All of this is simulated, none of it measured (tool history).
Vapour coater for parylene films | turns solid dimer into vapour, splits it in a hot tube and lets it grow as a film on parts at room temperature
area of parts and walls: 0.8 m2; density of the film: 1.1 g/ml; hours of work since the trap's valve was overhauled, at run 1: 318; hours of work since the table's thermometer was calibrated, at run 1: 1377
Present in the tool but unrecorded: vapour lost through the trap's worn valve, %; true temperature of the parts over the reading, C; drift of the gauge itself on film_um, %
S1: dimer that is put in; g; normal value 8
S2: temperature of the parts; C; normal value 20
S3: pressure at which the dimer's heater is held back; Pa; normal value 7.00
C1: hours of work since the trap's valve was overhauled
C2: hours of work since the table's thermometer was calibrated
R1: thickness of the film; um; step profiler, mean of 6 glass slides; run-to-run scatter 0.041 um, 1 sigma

run	hour	S1	S2	S3	C1	C2	R1
1	0.0	8	20	7.00	318	1377	4.28
2	40.0	8	20	7.00	341	1400	4.27
3	96.7	8	20	7.00	374	1433	4.33
4	151.6	8	20	7.00	405	1464	4.27
5	176.9	8	20	7.00	420	1479	4.29
6	210.3	8	20	7.00	439	1498	4.20
7	244.4	8	20	7.00	459	1518	4.30
8	291.5	8	20	7.00	486	1545	4.26
9	318.1	8	20	7.00	502	1561	4.20
10	347.7	8	20	7.00	519	1578	4.24
11	375.5	8	20	7.00	535	1594	4.22
# hour 385.3: trap's valve overhauled
12	430.5	8	20	7.00	26	1623	4.07
13	481.0	6	20	7.21	55	1652	3.08
14	513.5	14	20	7.00	74	1671	7.17
15	571.2	8	20	4.93	107	1704	4.15
16	598.6	8	20	4.93	123	1720	4.12
17	641.4	8	13	2.27	148	1745	5.54
18	702.6	8	13	7.00	183	1780	5.07
# hour 745.3: trap's valve overhauled, once more
19	748.5	8	13	7.00	2	1804	5.65
20	790.6	8	13	7.00	26	1829	5.70
21	853.5	8	13	7.00	63	1865	5.58
22	915.2	8	24	7.00	98	1901	3.78
23	941.0	12	24	7.00	113	1916	5.73
24	969.3	12	24	7.00	129	1932	5.68

5 ways to go on from here, each from the tool as it stands after run 24. What would each give?
A	1009.5	9	24	3.31	153	1955	?
B	1009.5	14	20	7.00	153	1955	?
C	1009.5	9	20	7.00	153	1955	?
D	1009.5	8	18	11.49	153	1955	?
E	1009.5	5	15	3.18	153	1955	?

run	R1
A	4.43
B	7.55
C	4.93
D	4.57
E	3.41
The same runs, with their run-to-run variation unchanged, on a tool lacking any hidden condition would have given:
run	R1
A	4.60
B	7.86
C	5.12
D	4.75
E	3.54

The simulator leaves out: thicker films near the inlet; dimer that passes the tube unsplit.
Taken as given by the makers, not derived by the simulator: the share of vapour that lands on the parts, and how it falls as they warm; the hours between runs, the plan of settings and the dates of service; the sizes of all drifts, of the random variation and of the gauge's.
